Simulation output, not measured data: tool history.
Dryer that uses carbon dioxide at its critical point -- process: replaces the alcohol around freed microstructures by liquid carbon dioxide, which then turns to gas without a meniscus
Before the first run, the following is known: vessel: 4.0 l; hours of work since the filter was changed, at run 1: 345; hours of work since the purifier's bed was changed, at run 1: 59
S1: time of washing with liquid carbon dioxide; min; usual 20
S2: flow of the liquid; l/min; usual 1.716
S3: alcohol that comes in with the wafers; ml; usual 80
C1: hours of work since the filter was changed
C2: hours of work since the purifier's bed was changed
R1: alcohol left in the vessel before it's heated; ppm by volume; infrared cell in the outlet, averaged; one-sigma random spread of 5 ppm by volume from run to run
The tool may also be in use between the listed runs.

run	hour	S1	S2	S3	C1	C2	R1
1	0.0	20	1.716	80	345	59	37
2	7.4	20	1.716	80	348	61	37
3	11.8	20	1.716	80	349	63	43
4	22.3	20	1.716	80	353	66	30
5	27.5	20	1.716	75	355	68	35
6	32.1	27	1.716	75	356	70	14
7	42.0	20	1.716	75	360	73	35
8	47.0	20	1.716	75	361	75	42
9	55.2	20	1.716	75	364	78	48
10	63.4	20	1.716	75	367	81	42
11	68.7	30	2.470	86	369	83	17
12	77.7	30	2.470	86	372	86	16

Run 13 has not been measured yet. What should we expect?
13	84.9	27	1.230	80	375	88	?

R1: 57 ppm by volume
The same run, on a tool lacking any hidden state, would have yielded R1 22 ppm by volume.

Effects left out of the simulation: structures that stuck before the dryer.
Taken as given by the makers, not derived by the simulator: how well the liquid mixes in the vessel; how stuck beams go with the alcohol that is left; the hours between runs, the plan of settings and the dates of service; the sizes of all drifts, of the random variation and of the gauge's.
